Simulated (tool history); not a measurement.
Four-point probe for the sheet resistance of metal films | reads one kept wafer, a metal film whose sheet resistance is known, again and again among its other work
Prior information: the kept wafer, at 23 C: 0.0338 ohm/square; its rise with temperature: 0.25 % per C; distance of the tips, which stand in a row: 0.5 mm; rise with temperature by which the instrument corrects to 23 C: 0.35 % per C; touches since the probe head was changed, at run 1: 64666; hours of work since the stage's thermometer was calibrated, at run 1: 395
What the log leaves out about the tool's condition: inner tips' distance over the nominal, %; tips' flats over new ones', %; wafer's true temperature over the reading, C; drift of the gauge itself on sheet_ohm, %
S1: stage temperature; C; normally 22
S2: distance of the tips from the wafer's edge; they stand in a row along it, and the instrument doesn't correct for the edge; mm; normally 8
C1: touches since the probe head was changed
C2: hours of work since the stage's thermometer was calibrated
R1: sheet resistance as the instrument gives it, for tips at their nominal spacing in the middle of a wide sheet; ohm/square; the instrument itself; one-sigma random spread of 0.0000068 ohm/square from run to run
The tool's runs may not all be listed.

run	hour	S1	S2	C1	C2	R1
1	0	22	8	64666	395	0.033978
2	13.4	22	8	65400	404	0.033973
3	28.6	22	8	66233	414	0.033996
4	41.8	21	8	66956	422	0.034021
5	60.1	31	8	67961	434	0.033686
6	82.5	24	8	69190	449	0.0339
7	98.5	22	8	70067	460	0.034
8	117.6	22	8	71113	472	0.033994
9	134.6	22	8	72042	483	0.034003
10	155.4	22	8	73182	497	0.034004
11	167.4	23	9	73843	505	0.033958
12	186.2	28	17	74874	517	0.033745
13	202.1	32	29	75747	528	0.033619
14	220.4	32	29	76748	540	0.033622
15	230.1	19	52	77276	546	0.034037

Predict the results of run 16:
16	242.8	19	52	77973	554	?

R1: 0.034051 ohm/square
Without the tool's hidden state the same run would have given R1 0.03394 ohm/square.
